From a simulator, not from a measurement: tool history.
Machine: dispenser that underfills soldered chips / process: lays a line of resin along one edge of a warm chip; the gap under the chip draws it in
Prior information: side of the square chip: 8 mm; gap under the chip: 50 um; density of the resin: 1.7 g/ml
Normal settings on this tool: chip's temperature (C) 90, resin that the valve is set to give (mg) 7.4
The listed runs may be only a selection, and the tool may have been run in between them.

run   hour  chip's temperature (C)  resin that the valve is set to give (mg)  time until the resin shows at the far edge (s)  resin that the valve gave (mg)
  1      0                      90                                       7.4                                             142                            7.33
       9.2  -- new syringe of resin
  2     11                      90                                      7.38                                            97.5                            7.27
  3   17.5                      90                                      7.38                                           135.7                            7.25
        25  -- dispensing valve cleaned and set on the balance
      28.1  -- new syringe of resin
  4   28.2                      85                                       7.4                                           111.5                            7.39
  5   35.5                      90                                      8.43                                           132.4                            8.39
  6   43.3                      90                                       7.4                                           202.3                            7.37
      46.2  -- new syringe of resin
  7   50.5                      90                                      8.89                                           107.1                            8.79
  8   61.7                      90                                      8.89                                             198                             8.8
      64.3  -- new syringe of resin
  9   73.1                      86                                      8.89                                           166.8                            8.76
      82.7  -- new syringe of resin
 10   82.7                      86                                      8.89                                           102.4                            8.75
 11   92.6                      86                                      8.52                                           180.1                            8.36
      95.5  -- dispensing valve cleaned and set on the balance
     102.1  -- new syringe of resin
 12  102.1                      90                                      7.01                                            88.9                            6.99
 13  109.6                      99                                      7.01                                              90                            6.97
 14  114.4                      99                                      7.01                                           120.4                            6.95
     120.3  -- new syringe of resin
 15  121.3                      90                                       7.4                                            94.5                            7.35
 16  132.1                      97                                       7.4                                           127.7                            7.31
     138.6  -- new syringe of resin
 17  143.6                      97                                      8.25                                            88.5                            8.13
 18  151.5                      97                                      8.25                                           134.5                            8.14
     156.6  -- new syringe of resin
 19  156.6                      82                                      8.25                                           128.1                            8.11
 20  162.2                      82                                      8.25                                           170.2                            8.07
     165.5  -- dispensing valve cleaned and set on the balance
 21  172.2                      82                                      9.39                                             277                            9.36
     175.5  -- new syringe of resin
 22    182                      90                                      7.75                                             130                            7.76
 23  190.1                      84                                      8.63                                           251.3                            8.61
       194  -- new syringe of resin
 24    201                      77                                      7.75                                             244                             7.7
       212  -- new syringe of resin
 25  212.9                      77                                      6.33                                           188.1                            6.22
 26  223.6                      77                                      6.33                                           331.7                            6.25
     230.2  -- new syringe of resin
 27  233.6                      85                                      7.59                                           137.2                            7.48
     235.7  -- dispensing valve cleaned and set on the balance
 28  240.6                      85                                      6.39                                           197.7                             6.4
     249.3  -- new syringe of resin
 29  252.6                      85                                      6.39                                           146.4                            6.33
 30  262.5                      85                                      6.83                                           240.1                             6.8
     267.6  -- new syringe of resin
 31  270.8                     103                                      6.61                                            66.6                            6.53
 32    280                     103                                      6.61                                           107.5                            6.53
     285.7  -- new syringe of resin
 33  285.7                      95                                      9.18                                            71.8                            9.02
 34  295.1                      95                                      9.18                                           120.3                            9.04

Some steps in time until the resin shows at the far edge (s) between neighbouring runs. How much of each would the tool show without its hidden state too (settings, what came in, random variation), and how much is left for the hidden state, with any gauge scatter that isn't in both results?
The tool's hidden condition here consists of: resin's viscosity, % of fresh resin's; dose that the valve gives, % of what is set; true chip temperature over the reading, C; drift of the gauge itself on fill_s, %; drift of the gauge itself on given_mg, %.
Run 21 -> 22: chip's temperature (C) 82 -> 90, resin that the valve is set to give (mg) 9.39 -> 7.75, new syringe of resin. time until the resin shows at the far edge (s) -147: hidden state -113.4, all else -33.6.
Run 25 -> 26: nothing adjusted, nothing logged. time until the resin shows at the far edge (s) +143.6: hidden state +146.4, all else -2.8.
Run 26 -> 27: chip's temperature (C) 77 -> 85, resin that the valve is set to give (mg) 6.33 -> 7.59, new syringe of resin. time until the resin shows at the far edge (s) -194.5: hidden state -137.4, all else -57.1.
Run 30 -> 31: chip's temperature (C) 85 -> 103, resin that the valve is set to give (mg) 6.83 -> 6.61, new syringe of resin. time until the resin shows at the far edge (s) -173.5: hidden state -116.5, all else -57.

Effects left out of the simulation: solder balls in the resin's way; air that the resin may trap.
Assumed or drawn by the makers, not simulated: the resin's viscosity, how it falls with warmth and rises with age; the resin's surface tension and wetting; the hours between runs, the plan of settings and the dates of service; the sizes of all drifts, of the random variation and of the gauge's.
